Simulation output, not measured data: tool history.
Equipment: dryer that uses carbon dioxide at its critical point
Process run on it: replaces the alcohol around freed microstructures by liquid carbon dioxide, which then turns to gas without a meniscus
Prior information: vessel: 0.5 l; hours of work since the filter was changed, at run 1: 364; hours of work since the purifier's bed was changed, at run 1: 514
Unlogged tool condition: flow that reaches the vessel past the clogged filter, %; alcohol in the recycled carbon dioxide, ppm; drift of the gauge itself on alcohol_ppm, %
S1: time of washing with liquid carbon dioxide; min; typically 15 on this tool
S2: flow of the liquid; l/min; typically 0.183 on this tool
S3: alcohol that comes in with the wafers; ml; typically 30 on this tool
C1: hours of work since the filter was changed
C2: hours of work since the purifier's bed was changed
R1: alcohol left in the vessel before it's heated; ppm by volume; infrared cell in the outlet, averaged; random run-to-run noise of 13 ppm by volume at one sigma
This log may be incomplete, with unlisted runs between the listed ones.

run   hour  S1     S2   S3   C1   C2    R1
  1      0  15  0.183   30  364  514  1113
  2   29.7  15  0.134   30  383  533  3255
  3   46.5  15  0.183   94  395  544  3259
  4     62  15  0.183   94  405  555  3330
  5   78.9  15  0.183   21  416  566   860
  6  106.2  14  0.183   30  434  584  1496
  7  130.2  14  0.183   30  450  600  1487
  8  153.9  23  0.183   30  466  615   239
  9  176.1  23  0.183   30  480  630   250
 10  198.5  15  0.183   30  495  645  1218
 11  220.7  15  0.183   25  510  660  1036
 12  233.5  15  0.183   25  518  668  1061
 13  264.4  15  0.183   25  539  689  1083
 14  290.4  15  0.183   25  556  706  1072
 15  303.6  15  0.183   30  565  715  1293
     309.5  -- inlet filter changed
 16  334.7  15  0.183   30   17  734   922
 17  355.3  15  0.183   30   30  748   904
 18  375.1  15  0.183  112   43  761  3072
 19  401.9  15  0.183  112   61  779  3061

Predict the results of run 20:
 20  425.2  10  0.149  112  77  794   ?

{"run 20": {"R1": 22802}}
The same run, on a tool lacking any hidden state, would have yielded R1 22074 ppm by volume.
